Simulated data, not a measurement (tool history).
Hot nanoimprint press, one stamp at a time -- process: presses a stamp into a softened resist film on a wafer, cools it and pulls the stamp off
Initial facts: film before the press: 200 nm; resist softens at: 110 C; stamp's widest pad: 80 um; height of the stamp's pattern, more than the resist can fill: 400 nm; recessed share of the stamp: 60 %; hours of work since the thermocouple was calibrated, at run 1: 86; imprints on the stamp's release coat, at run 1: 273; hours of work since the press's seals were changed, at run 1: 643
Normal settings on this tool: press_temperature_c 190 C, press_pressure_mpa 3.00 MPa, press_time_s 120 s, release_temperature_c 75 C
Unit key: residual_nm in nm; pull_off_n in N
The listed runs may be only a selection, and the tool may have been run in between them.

run   hour  press_temperature_c  press_pressure_mpa  press_time_s  release_temperature_c  hours of work since the thermocouple was calibrated  imprints on the stamp's release coat  hours of work since the press's seals were changed  residual_nm  pull_off_n
  1    0.0                  190                3.00           120                     75                                                   86                                   273                                                 643         96.2         104
  2   70.4                  190                3.00           120                     75                                                  141                                   620                                                 697         94.4         107
  3  110.9                  190                3.00           120                     75                                                  173                                   819                                                 729         97.0         108
     172.1  -- stamp cleaned and given a new release coat
  4  201.2                  190                3.00           120                     75                                                  238                                   143                                                 795         94.7         104
  5  284.9                  190                3.00           182                     75                                                  304                                   555                                                 860         82.3         104
  6  338.9                  190                3.00           182                     75                                                  346                                   821                                                 902         81.8         106
     398.4  -- press's hydraulic seals changed and the load cell set to zero
     410.8  -- stamp cleaned and given a new release coat
  7  418.8                  190                3.00           182                     75                                                  397                                    39                                                  11         79.8          99
  8  476.4                  190                3.00           182                     75                                                  442                                   322                                                  56         80.6         103
     523.5  -- plate thermocouple calibrated
  9  540.4                  179                3.00           120                     67                                                   13                                   622                                                 104        113.7         123
 10  599.3                  179                3.00            86                     72                                                   59                                   912                                                 150        125.3         110
     643.0  -- stamp cleaned and given a new release coat
 11  673.2                  200                3.00           113                     72                                                  112                                   149                                                 203         75.1         103
 12  748.0                  200                4.22           121                     72                                                  170                                   517                                                 261         59.9         105
 13  806.2                  182                3.25           126                     64                                                  216                                   803                                                 306        101.0         123
     870.9  -- stamp cleaned and given a new release coat
 14  892.6                  182                3.25           126                     64                                                  278                                   107                                                 369         99.9         121
 15  954.0                  190                3.00            72                     75                                                  326                                   409                                                 417        104.6          96

Consider 3 possible next runs. They are alternatives, not a sequence: every one starts from the tool as it was left by run 15. What does each give?
      977.4  -- plate thermocouple calibrated, once more
  A  1028.0                  182                3.00            65                     75                                                   39                                   758                                                 472            ?           ?
      977.4  -- plate thermocouple calibrated, once more
  B  1028.0                  184                3.00           120                     75                                                   39                                   758                                                 472            ?           ?
      977.4  -- plate thermocouple calibrated, once more
  C  1028.0                  194                3.00           144                     66                                                   39                                   758                                                 472            ?           ?

run  residual_nm  pull_off_n
  A        135.9         109
  B        108.8         108
  C         82.6         133
Without the tool's hidden state the same runs would have given:
run  residual_nm  pull_off_n
  A        135.5         104
  B        108.4         103
  C         82.3         126
